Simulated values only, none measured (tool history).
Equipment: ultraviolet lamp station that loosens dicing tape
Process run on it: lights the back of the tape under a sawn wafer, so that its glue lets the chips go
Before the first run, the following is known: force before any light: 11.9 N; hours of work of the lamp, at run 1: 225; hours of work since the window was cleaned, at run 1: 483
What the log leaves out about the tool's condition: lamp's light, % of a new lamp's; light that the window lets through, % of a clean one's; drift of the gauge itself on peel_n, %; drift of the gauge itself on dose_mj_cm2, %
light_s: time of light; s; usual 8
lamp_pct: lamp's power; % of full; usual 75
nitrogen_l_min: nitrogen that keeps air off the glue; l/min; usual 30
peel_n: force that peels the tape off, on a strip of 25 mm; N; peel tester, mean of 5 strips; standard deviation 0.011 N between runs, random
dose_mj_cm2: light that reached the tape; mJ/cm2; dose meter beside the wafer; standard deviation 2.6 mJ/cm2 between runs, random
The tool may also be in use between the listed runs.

run   hour  light_s  lamp_pct  nitrogen_l_min  hours of work of the lamp  hours of work since the window was cleaned  peel_n  dose_mj_cm2
  1    0.0        8        75              30                        225                                         483   0.752          288
  2    7.5        8        75              30                        231                                         488   0.775          289
  3   13.8        8        75              30                        235                                         493   0.746          293
  4   18.7        8        75              30                        239                                         497   0.780          287
  5   27.2        6        75              30                        245                                         503   1.486          217
  6   35.8        6        75              30                        252                                         509   1.524          214
      41.1  -- window cleaned of glue's vapour
  7   42.3        6        75              30                        256                                           1   1.574          212
  8   48.6        8        75              30                        261                                           6   0.830          279
      57.2  -- window cleaned of glue's vapour, once more
  9   57.7        8        75              33                        267                                           0   0.522          318
 10   63.1        8        91              30                        271                                           4   0.328          385
 11   67.5        8        91              30                        274                                           8   0.321          380
 12   73.3        8        91              30                        279                                          12   0.331          381
 13   77.8        8        75              30                        282                                          15   0.578          311
 14   83.3        8        75              30                        286                                          19   0.609          312
 15   89.7        8        75              30                        291                                          24   0.625          311
 16   95.6        6        75              30                        295                                          28   1.207          235
 17  104.5        6        75              30                        302                                          35   1.251          233
 18  112.3        6        75              30                        308                                          41   1.256          233
 19  118.6        6        75              30                        312                                          46   1.228          232
 20  126.4        8        75              30                        318                                          51   0.619          308
 21  135.0        8        75              30                        325                                          58   0.642          308
 22  145.0        8        69              18                        332                                          65   1.286          283
 23  153.5        8        69              18                        338                                          71   1.232          283
 24  162.1        8        69              18                        345                                          78   1.263          277
 25  167.8        4        61              13                        349                                          82   4.943          125
 26  174.9        4        61              13                        354                                          87   4.982          120

For run 27, what comes out?
 27  180.3        6        68              13                        358                                          91       ?            ?

peel_n: 2.767 N
dose_mj_cm2: 204 mJ/cm2
With no hidden state in the tool, this same run would have given peel_n 2.334 N, dose_mj_cm2 229 mJ/cm2.

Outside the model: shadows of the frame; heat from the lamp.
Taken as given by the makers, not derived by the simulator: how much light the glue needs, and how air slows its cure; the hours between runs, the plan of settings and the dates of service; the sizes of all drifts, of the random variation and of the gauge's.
